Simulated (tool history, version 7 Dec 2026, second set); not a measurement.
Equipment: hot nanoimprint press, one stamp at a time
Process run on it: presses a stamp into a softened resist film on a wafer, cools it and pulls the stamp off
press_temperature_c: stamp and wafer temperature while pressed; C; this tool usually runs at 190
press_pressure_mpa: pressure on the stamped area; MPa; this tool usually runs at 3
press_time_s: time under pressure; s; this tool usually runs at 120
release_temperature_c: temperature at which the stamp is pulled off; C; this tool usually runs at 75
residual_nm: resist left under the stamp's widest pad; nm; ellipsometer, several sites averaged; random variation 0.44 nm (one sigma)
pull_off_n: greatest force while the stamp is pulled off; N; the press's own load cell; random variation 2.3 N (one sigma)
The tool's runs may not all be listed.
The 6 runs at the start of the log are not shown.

run	hour	press_temperature_c	press_pressure_mpa	press_time_s	release_temperature_c	residual_nm	pull_off_n
7	57.4	190	3	120	75	193.4	99
8	67.6	190	3	120	75	192.5	103
9	78.7	190	3	120	75	192.6	104
10	85	179	3	120	75	286.8	103
11	93.8	179	1.9	120	75	328.5	104
12	104.2	179	1.9	120	75	329.7	102
13	114.6	179	1.9	120	75	328.3	104
14	120.4	179	1.9	220	75	293.7	104
15	127.1	179	1.9	220	75	294.9	101
16	137.1	179	1.9	220	75	295.5	99
17	147.4	179	1.9	220	75	294	101
18	153.5	187	3	120	80	216	101
19	162.2	187	3.68	120	65	194.5	113
20	168.4	187	3.97	101	65	197.7	114
21	174.2	187	3.97	101	65	198.1	112
22	182.2	179	3	120	80	287.1	93
23	191.1	184	4.15	120	75	207	105
24	198.3	195	2.49	154	75	162.5	99
25	203.3	190	3	100	62	204.9	115
26	208.3	192	2.67	157	79	173.1	99
27	218.1	190	2.29	77	76	250.5	101
28	223.4	190	2.53	120	74	210.4	102
29	228.9	190	2.53	120	74	210.5	106
30	239.5	190	2.53	120	74	211	106

Branching from run 30: 4 alternative next runs. What would each branch give?
A	249.1	178	3	120	75	?	?
B	249.1	185	2.53	161	77	?	?
C	249.1	190	2.12	108	75	?	?
D	249.1	192	1.84	93	74	?	?

run	residual_nm	pull_off_n
A	293.7	105
B	232.1	98
C	235.7	97
D	246.3	102
Take away the tool's hidden state, keep each run's random variation, and the runs would have read:
run	residual_nm	pull_off_n
A	293.8	104
B	232.2	97
C	235.7	97
D	246.4	101
